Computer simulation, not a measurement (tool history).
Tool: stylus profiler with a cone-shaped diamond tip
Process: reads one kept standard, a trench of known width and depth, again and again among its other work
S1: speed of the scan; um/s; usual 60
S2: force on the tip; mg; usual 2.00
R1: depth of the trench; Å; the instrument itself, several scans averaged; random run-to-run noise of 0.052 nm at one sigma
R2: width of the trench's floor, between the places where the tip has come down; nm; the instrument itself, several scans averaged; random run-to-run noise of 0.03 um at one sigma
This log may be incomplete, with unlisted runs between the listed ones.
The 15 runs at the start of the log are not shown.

run	day	S1	S2	R1	R2
16	9.792	35	3.64	1016.9	48170
17	10.662	60	2.00	1009.8	48020
18	11.608	60	2.00	1010.0	47970
19	12.046	60	2.21	1010.7	48060
20	12.704	60	3.45	1015.2	48130
21	13.567	60	3.45	1015.5	48100
22	14.162	60	3.45	1015.5	48110
23	15.092	60	3.45	1015.6	48000
24	15.954	60	3.45	1015.5	48050
25	16.746	60	3.45	1016.4	48080
26	17.208	138	0.88	1005.0	47180
# day 17.312: height scale calibrated on a step standard
27	18.196	138	0.88	1004.3	47200
28	18.896	138	0.88	1004.3	47180
29	19.629	138	0.88	1002.9	47160

Run 30, settings as shown, results not yet in. Your forecast:
30	20.446	48	0.88	?	?

{"run 30": {"R1": 1004.2, "R2": 47910}}
Minus the tool's unlogged condition, the same run would have read R1 1007.8 Å, R2 48380 nm.
